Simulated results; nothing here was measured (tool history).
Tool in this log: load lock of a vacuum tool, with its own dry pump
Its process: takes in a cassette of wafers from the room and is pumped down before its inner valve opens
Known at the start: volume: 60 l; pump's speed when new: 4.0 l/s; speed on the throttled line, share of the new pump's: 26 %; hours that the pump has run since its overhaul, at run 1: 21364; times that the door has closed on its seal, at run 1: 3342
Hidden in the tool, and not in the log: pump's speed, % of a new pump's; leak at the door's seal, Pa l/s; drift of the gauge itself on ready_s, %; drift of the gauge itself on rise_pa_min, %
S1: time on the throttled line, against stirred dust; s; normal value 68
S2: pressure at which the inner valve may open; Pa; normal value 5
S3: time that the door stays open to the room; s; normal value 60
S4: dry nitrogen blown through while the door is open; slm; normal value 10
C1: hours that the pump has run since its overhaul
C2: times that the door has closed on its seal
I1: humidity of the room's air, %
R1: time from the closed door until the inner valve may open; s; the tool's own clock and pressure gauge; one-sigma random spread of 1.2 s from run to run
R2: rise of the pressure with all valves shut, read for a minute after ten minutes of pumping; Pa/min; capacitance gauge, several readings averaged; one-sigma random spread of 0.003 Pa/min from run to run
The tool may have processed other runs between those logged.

run 1 hour=0 | S1=68 S2=5 S3=60 S4=10 | C1=21364 C2=3342 | I1=43.9 | R1=240.6 R2=0.065
run 2 hour=494.4 | S1=68 S2=5 S3=133 S4=10 | C1=21858 C2=5181 | I1=45.2 | R1=242 R2=0.117
-- hour=651 dry pump taken out, an overhauled one fitted
run 3 hour=956.1 | S1=68 S2=5 S3=133 S4=10 | C1=305 C2=6875 | I1=43.9 | R1=202.5 R2=0.133
run 4 hour=1280.7 | S1=68 S2=5 S3=133 S4=10 | C1=630 C2=8083 | I1=46.2 | R1=201.1 R2=0.147
run 5 hour=1550.5 | S1=68 S2=5 S3=133 S4=10 | C1=899 C2=9086 | I1=44.7 | R1=203.2 R2=0.169
run 6 hour=2096.2 | S1=68 S2=5 S3=133 S4=11 | C1=1445 C2=11116 | I1=44.7 | R1=203.9 R2=0.197
run 7 hour=2543 | S1=68 S2=5 S3=133 S4=12 | C1=1892 C2=12778 | I1=44.9 | R1=205.2 R2=0.237
run 8 hour=2944.1 | S1=68 S2=5 S3=60 S4=10 | C1=2293 C2=14269 | I1=42.9 | R1=203.9 R2=0.25
run 9 hour=3362.5 | S1=68 S2=5 S3=60 S4=10 | C1=2712 C2=15825 | I1=45.7 | R1=206.1 R2=0.288
run 10 hour=3796.6 | S1=68 S2=5 S3=60 S4=10 | C1=3146 C2=17440 | I1=43.9 | R1=206 R2=0.343
run 11 hour=4134.8 | S1=68 S2=5 S3=60 S4=10 | C1=3484 C2=18698 | I1=43.4 | R1=206.7 R2=0.366
run 12 hour=4469.7 | S1=68 S2=5 S3=60 S4=29 | C1=3819 C2=19943 | I1=45.8 | R1=205.6 R2=0.403
run 13 hour=4711.6 | S1=68 S2=5 S3=60 S4=29 | C1=4061 C2=20843 | I1=43.2 | R1=209.3 R2=0.426
-- hour=4937 door's seal changed, seat wiped
run 14 hour=5230.6 | S1=68 S2=5 S3=60 S4=29 | C1=4578 C2=1092 | I1=45.6 | R1=210.4 R2=0.043
run 15 hour=5500.7 | S1=68 S2=5 S3=60 S4=29 | C1=4848 C2=2096 | I1=43 | R1=211.3 R2=0.046
run 16 hour=5963.6 | S1=68 S2=5 S3=60 S4=29 | C1=5311 C2=3818 | I1=45.5 | R1=209 R2=0.071
run 17 hour=6380.5 | S1=68 S2=5 S3=231 S4=10 | C1=5728 C2=5368 | I1=45.5 | R1=211 R2=0.15
run 18 hour=6702.7 | S1=68 S2=5 S3=231 S4=10 | C1=6050 C2=6567 | I1=44.8 | R1=211.8 R2=0.166
run 19 hour=6989.2 | S1=68 S2=5 S3=231 S4=10 | C1=6337 C2=7632 | I1=44.2 | R1=210.9 R2=0.188
run 20 hour=7310.5 | S1=68 S2=5 S3=231 S4=10 | C1=6658 C2=8827 | I1=45.9 | R1=214 R2=0.209
run 21 hour=7687.2 | S1=81 S2=8 S3=35 S4=44 | C1=7035 C2=10228 | I1=42.2 | R1=213.4 R2=0.149
run 22 hour=8084 | S1=81 S2=8 S3=35 S4=44 | C1=7431 C2=11704 | I1=43.7 | R1=214.5 R2=0.187
run 23 hour=8430.8 | S1=81 S2=8 S3=35 S4=44 | C1=7778 C2=12994 | I1=44.4 | R1=215.2 R2=0.217
run 24 hour=8795.2 | S1=68 S2=5 S3=60 S4=7 | C1=8143 C2=14349 | I1=42.8 | R1=218.8 R2=0.279
run 25 hour=9352.2 | S1=34 S2=5 S3=105 S4=10 | C1=8700 C2=16421 | I1=44.8 | R1=191.9 R2=0.357
run 26 hour=9824.3 | S1=34 S2=5 S3=105 S4=10 | C1=9172 C2=18177 | I1=48.7 | R1=193.3 R2=0.398
run 27 hour=10149 | S1=73 S2=5 S3=34 S4=9 | C1=9496 C2=19384 | I1=48.7 | R1=222 R2=0.412
run 28 hour=10431.1 | S1=68 S2=5 S3=27 S4=15 | C1=9779 C2=20433 | I1=44 | R1=220.3 R2=0.43
-- hour=10774.4 door's seal changed, seat wiped
run 29 hour=10941 | S1=68 S2=10 S3=27 S4=15 | C1=10287 C2=620 | I1=46.8 | R1=208.3 R2=0.03
run 30 hour=11323.2 | S1=43 S2=6 S3=27 S4=15 | C1=10669 C2=2042 | I1=45.8 | R1=198.2 R2=0.04
run 31 hour=11869.7 | S1=115 S2=6 S3=27 S4=4 | C1=11216 C2=4074 | I1=45.8 | R1=248.4 R2=0.065
run 32 hour=12432.6 | S1=68 S2=6 S3=60 S4=6 | C1=11779 C2=6168 | I1=44.4 | R1=217.5 R2=0.104
run 33 hour=12834.5 | S1=68 S2=6 S3=60 S4=6 | C1=12180 C2=7663 | I1=42.1 | R1=218.2 R2=0.129
run 34 hour=13084 | S1=68 S2=4 S3=60 S4=29 | C1=12430 C2=8590 | I1=44.6 | R1=227.6 R2=0.13
run 35 hour=13573.2 | S1=68 S2=6 S3=60 S4=5 | C1=12919 C2=10410 | I1=44.4 | R1=222.8 R2=0.171
run 36 hour=13958.1 | S1=102 S2=5 S3=102 S4=10 | C1=13304 C2=11841 | I1=44.6 | R1=247.2 R2=0.208
run 37 hour=14285.3 | S1=68 S2=8 S3=151 S4=10 | C1=13631 C2=13058 | I1=47.2 | R1=218.6 R2=0.251

3 ways to go on from here, each from the tool as it stands after run 37. What would each give?
run A hour=14673.8 | S1=68 S2=6 S3=30 S4=10 | C1=14020 C2=14503 | I1=45.7 | R1=? R2=?
run B hour=14673.8 | S1=68 S2=8 S3=156 S4=10 | C1=14020 C2=14503 | I1=44.9 | R1=? R2=?
run C hour=14673.8 | S1=36 S2=5 S3=60 S4=29 | C1=14020 C2=14503 | I1=45.1 | R1=? R2=?

run=A R1=222.9 R2=0.236
run=B R1=218.3 R2=0.275
run=C R1=206.7 R2=0.232
Take away the tool's hidden state, keep each run's random variation, and the runs would have read:
run=A R1=196.6 R2=0.031
run=B R1=193.1 R2=0.075
run=C R1=177.9 R2=0.032

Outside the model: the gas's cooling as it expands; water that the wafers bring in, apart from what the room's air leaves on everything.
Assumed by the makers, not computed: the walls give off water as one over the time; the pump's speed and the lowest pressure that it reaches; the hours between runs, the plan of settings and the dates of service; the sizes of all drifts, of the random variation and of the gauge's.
